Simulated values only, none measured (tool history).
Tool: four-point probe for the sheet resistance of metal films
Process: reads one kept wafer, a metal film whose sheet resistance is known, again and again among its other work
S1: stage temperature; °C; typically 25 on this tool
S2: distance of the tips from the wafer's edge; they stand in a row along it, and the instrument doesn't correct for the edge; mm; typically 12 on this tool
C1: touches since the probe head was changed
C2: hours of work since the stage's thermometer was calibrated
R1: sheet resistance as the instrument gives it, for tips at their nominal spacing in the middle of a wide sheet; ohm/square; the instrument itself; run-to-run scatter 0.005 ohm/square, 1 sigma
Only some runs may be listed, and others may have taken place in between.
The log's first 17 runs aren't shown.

run,hour,S1,S2,C1,C2,R1
18,888.3,27,13,71026,1571,25.388414
19,948,27,13,73687,1604,25.401825
20,1007.9,22,13,76358,1637,25.269176
21,1061,22,13,78726,1666,25.275024
22,1101.9,22,13,80552,1689,25.276527
23,1153.5,25,12,82851,1717,25.389787
24,1199,25,12,84878,1743,25.384125
25,1247.5,25,12,87043,1769,25.390746
26,1321.8,25,12,90353,1811,25.404021
27,1360.6,32,24,92086,1832,25.463585
28,1423.4,20,11,94885,1867,25.307663
29,1456.9,33,39,96380,1885,25.465103
30,1532.5,33,39,99751,1927,25.484998
31,1563.1,35,6,101112,1944,26.115603
32,1608.3,23,25,103130,1969,25.251113
# hour 1637.3: stage's thermometer calibrated
33,1670.4,23,25,105875,18,25.222628
# hour 1698.9: new probe head fitted
34,1714.3,23,34,686,42,25.021789
35,1764.4,33,38,2921,70,25.268165
36,1832.3,33,8,5947,107,25.598939
37,1865.4,33,8,7424,126,25.604917

Run 38, settings as shown, results not yet in. Your forecast:
38,1906.6,21,20,9263,148,?

R1: 25.027974 ohm/square
On a tool with no hidden condition, and with the same random variation, this run would have come out at R1 25.046722 ohm/square.

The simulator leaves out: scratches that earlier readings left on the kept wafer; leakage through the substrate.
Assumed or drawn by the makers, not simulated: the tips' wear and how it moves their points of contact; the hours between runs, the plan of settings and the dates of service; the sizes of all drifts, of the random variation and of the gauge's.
